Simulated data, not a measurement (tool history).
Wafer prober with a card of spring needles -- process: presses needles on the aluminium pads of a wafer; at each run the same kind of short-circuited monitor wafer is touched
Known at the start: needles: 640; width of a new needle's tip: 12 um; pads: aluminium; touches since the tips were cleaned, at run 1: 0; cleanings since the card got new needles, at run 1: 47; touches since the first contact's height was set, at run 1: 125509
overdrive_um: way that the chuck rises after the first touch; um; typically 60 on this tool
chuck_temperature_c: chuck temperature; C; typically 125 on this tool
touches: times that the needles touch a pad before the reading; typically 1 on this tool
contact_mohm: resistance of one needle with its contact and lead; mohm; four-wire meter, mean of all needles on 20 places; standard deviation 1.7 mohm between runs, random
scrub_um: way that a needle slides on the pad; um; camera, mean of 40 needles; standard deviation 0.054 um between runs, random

run,hour,overdrive_um,chuck_temperature_c,touches,touches since the tips were cleaned,cleanings since the card got new needles,touches since the first contact's height was set,contact_mohm,scrub_um
1,0,60,125,1,0,47,125509,175,9.45
# hour 13: tips cleaned on abrasive film
2,15.2,60,125,1,1058,48,132769,173,9.48
# hour 27: tips cleaned on abrasive film
3,35.3,60,125,2,4023,49,142368,174,9.62
# hour 40.9: tips cleaned on abrasive film
4,49.7,61,125,1,4213,50,149196,176,9.79
# hour 54.5: tips cleaned on abrasive film
# hour 67.6: tips cleaned on abrasive film
5,68,60,67,1,219,52,157911,165,9.58
6,79.8,60,67,1,5854,52,163546,164,9.54
# hour 81.7: tips cleaned on abrasive film
# hour 94.8: tips cleaned on abrasive film
7,94.8,60,67,1,0,54,170652,162,9.49
# hour 107.7: tips cleaned on abrasive film
8,111.6,59,67,1,1857,55,178635,163,9.46
# hour 120.7: tips cleaned on abrasive film
# hour 121: height of the first contact set anew
9,128.1,59,67,1,3394,56,3394,164,9.47
# hour 134.7: tips cleaned on abrasive film
# hour 148: tips cleaned on abrasive film
10,148,59,67,1,0,58,12812,162,9.39
# hour 161.3: tips cleaned on abrasive film
11,167.3,59,67,1,2883,59,22031,164,9.48
# hour 174.3: tips cleaned on abrasive film
12,184.9,56,53,1,5097,60,30437,162,8.91
# hour 187.6: tips cleaned on abrasive film
13,199.2,60,95,1,5567,61,37271,173,9.54
# hour 200.9: tips cleaned on abrasive film
14,208.7,41,62,1,3752,62,41752,165,6.52
# hour 214.8: tips cleaned on abrasive film
15,222.8,41,62,1,3852,63,48495,164,6.47
# hour 227.8: tips cleaned on abrasive film
16,238.4,71,62,3,5087,64,55923,163,11.29

Alternative continuations, all from the tool just after run 16; predict every row:
# hour 241.8: tips cleaned on abrasive film
A,251.3,60,73,2,4560,65,62067,?,?
# hour 241.8: tips cleaned on abrasive film
B,251.3,60,125,1,4560,65,62067,?,?
# hour 241.8: tips cleaned on abrasive film
C,251.3,60,125,1,4560,65,62067,?,?
# hour 241.8: tips cleaned on abrasive film
D,251.3,71,45,3,4560,65,62067,?,?

run,contact_mohm,scrub_um
A,164,9.59
B,174,9.49
C,176,9.62
D,157,11.31
Without the tool's hidden state the same runs would have given:
run,contact_mohm,scrub_um
A,163,9.59
B,173,9.49
C,176,9.62
D,157,11.32
